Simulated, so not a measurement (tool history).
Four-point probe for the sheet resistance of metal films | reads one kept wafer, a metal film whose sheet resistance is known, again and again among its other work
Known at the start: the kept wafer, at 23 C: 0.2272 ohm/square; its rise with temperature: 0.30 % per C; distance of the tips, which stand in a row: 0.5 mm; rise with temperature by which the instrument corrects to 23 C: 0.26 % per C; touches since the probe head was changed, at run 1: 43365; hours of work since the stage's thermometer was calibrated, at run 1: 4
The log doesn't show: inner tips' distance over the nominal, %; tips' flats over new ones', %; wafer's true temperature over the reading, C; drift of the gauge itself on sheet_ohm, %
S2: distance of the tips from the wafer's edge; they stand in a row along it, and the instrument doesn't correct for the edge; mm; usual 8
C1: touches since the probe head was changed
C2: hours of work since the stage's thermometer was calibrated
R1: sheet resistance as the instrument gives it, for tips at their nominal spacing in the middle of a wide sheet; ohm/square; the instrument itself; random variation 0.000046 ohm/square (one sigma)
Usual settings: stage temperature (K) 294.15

run 1 hour=0.0 | stage_temperature_(K)=294.15 S2=8 | C1=43365 C2=4 | R1=0.224214
run 2 hour=46.7 | stage_temperature_(K)=294.15 S2=8 | C1=45301 C2=35 | R1=0.224017
run 3 hour=90.0 | stage_temperature_(K)=294.15 S2=8 | C1=47093 C2=63 | R1=0.224090
run 4 hour=158.6 | stage_temperature_(K)=294.15 S2=8 | C1=49940 C2=109 | R1=0.224057
run 5 hour=232.2 | stage_temperature_(K)=307.15 S2=8 | C1=52990 C2=158 | R1=0.225033
run 6 hour=279.7 | stage_temperature_(K)=307.15 S2=33 | C1=54960 C2=189 | R1=0.224603
run 7 hour=346.4 | stage_temperature_(K)=307.15 S2=33 | C1=57725 C2=233 | R1=0.224398
run 8 hour=385.0 | stage_temperature_(K)=307.15 S2=33 | C1=59324 C2=259 | R1=0.224400
run 9 hour=418.3 | stage_temperature_(K)=307.15 S2=33 | C1=60707 C2=281 | R1=0.224418
run 10 hour=480.9 | stage_temperature_(K)=294.15 S2=10 | C1=63300 C2=322 | R1=0.223615
run 11 hour=533.9 | stage_temperature_(K)=294.15 S2=8 | C1=65497 C2=358 | R1=0.223574
run 12 hour=572.3 | stage_temperature_(K)=294.15 S2=8 | C1=67088 C2=383 | R1=0.223623
run 13 hour=640.7 | stage_temperature_(K)=294.15 S2=8 | C1=69926 C2=428 | R1=0.223544
-- hour=647.3 stage's thermometer calibrated
run 14 hour=696.4 | stage_temperature_(K)=303.15 S2=8 | C1=72214 C2=33 | R1=0.224147
run 15 hour=765.4 | stage_temperature_(K)=295.15 S2=8 | C1=75073 C2=78 | R1=0.223464
run 16 hour=835.5 | stage_temperature_(K)=295.15 S2=8 | C1=77981 C2=125 | R1=0.223352
run 17 hour=890.1 | stage_temperature_(K)=295.15 S2=8 | C1=80243 C2=161 | R1=0.223282
run 18 hour=952.2 | stage_temperature_(K)=294.15 S2=8 | C1=82816 C2=202 | R1=0.223214
run 19 hour=1004.3 | stage_temperature_(K)=294.15 S2=8 | C1=84975 C2=237 | R1=0.223096
-- hour=1047.3 stage's thermometer calibrated, once more
run 20 hour=1078.4 | stage_temperature_(K)=294.15 S2=8 | C1=88026 C2=21 | R1=0.223235
run 21 hour=1122.9 | stage_temperature_(K)=294.15 S2=8 | C1=89872 C2=50 | R1=0.223192
run 22 hour=1170.9 | stage_temperature_(K)=308.15 S2=8 | C1=91862 C2=82 | R1=0.224364
run 23 hour=1225.0 | stage_temperature_(K)=294.15 S2=72 | C1=94103 C2=118 | R1=0.222603
run 24 hour=1299.8 | stage_temperature_(K)=294.15 S2=72 | C1=97206 C2=167 | R1=0.222569
run 25 hour=1367.1 | stage_temperature_(K)=298.15 S2=6 | C1=99995 C2=212 | R1=0.223627
run 26 hour=1404.1 | stage_temperature_(K)=294.15 S2=14 | C1=101529 C2=236 | R1=0.222676
run 27 hour=1466.2 | stage_temperature_(K)=294.15 S2=14 | C1=104103 C2=278 | R1=0.222529
run 28 hour=1536.2 | stage_temperature_(K)=292.15 S2=27 | C1=107005 C2=324 | R1=0.222171
run 29 hour=1590.6 | stage_temperature_(K)=305.15 S2=8 | C1=109260 C2=360 | R1=0.223665
run 30 hour=1637.0 | stage_temperature_(K)=305.15 S2=28 | C1=111184 C2=391 | R1=0.223142
run 31 hour=1684.8 | stage_temperature_(K)=296.15 S2=4 | C1=113165 C2=423 | R1=0.224251
run 32 hour=1739.8 | stage_temperature_(K)=296.15 S2=4 | C1=115446 C2=459 | R1=0.224188
run 33 hour=1813.7 | stage_temperature_(K)=296.15 S2=4 | C1=118508 C2=508 | R1=0.224016
run 34 hour=1888.7 | stage_temperature_(K)=293.15 S2=15 | C1=121619 C2=558 | R1=0.222002
run 35 hour=1926.2 | stage_temperature_(K)=293.15 S2=15 | C1=123172 C2=583 | R1=0.221952
run 36 hour=1969.6 | stage_temperature_(K)=302.15 S2=7 | C1=124969 C2=611 | R1=0.223170
run 37 hour=2004.2 | stage_temperature_(K)=301.15 S2=46 | C1=126405 C2=634 | R1=0.222484
run 38 hour=2036.9 | stage_temperature_(K)=297.15 S2=57 | C1=127763 C2=656 | R1=0.222019
run 39 hour=2095.8 | stage_temperature_(K)=305.15 S2=3 | C1=130203 C2=695 | R1=0.226090
run 40 hour=2133.1 | stage_temperature_(K)=302.15 S2=6 | C1=131748 C2=720 | R1=0.223161
run 41 hour=2190.9 | stage_temperature_(K)=294.15 S2=62 | C1=134146 C2=758 | R1=0.221666
run 42 hour=2229.2 | stage_temperature_(K)=307.15 S2=41 | C1=135732 C2=783 | R1=0.222782
run 43 hour=2296.2 | stage_temperature_(K)=307.15 S2=41 | C1=138512 C2=828 | R1=0.222686
-- hour=2374.1 new probe head fitted
run 44 hour=2374.1 | stage_temperature_(K)=299.15 S2=8 | C1=0 C2=879 | R1=0.226723
run 45 hour=2408.8 | stage_temperature_(K)=292.15 S2=58 | C1=1440 C2=902 | R1=0.225579
run 46 hour=2468.5 | stage_temperature_(K)=292.15 S2=58 | C1=3913 C2=941 | R1=0.225363

Some steps in R1 between neighbouring runs. How much of each would the tool show without its hidden state too (settings, what came in, random variation), and how much is left for the hidden state, with any gauge scatter that isn't in both results?
Run 13 -> 14: stage temperature (K) 294.15 -> 303.15, stage's thermometer calibrated. R1 +0.000603 ohm/square: hidden state -0.000122, all else +0.000725.
Run 38 -> 39: stage temperature (K) 297.15 -> 305.15, S2 57 -> 3. R1 +0.004071 ohm/square: hidden state -0.000140, all else +0.004211.
Run 39 -> 40: stage temperature (K) 305.15 -> 302.15, S2 3 -> 6. R1 -0.002929 ohm/square: hidden state +0.000027, all else -0.002956.
Run 43 -> 44: stage temperature (K) 307.15 -> 299.15, S2 41 -> 8, new probe head fitted. R1 +0.004037 ohm/square: hidden state +0.004207, all else -0.000170.
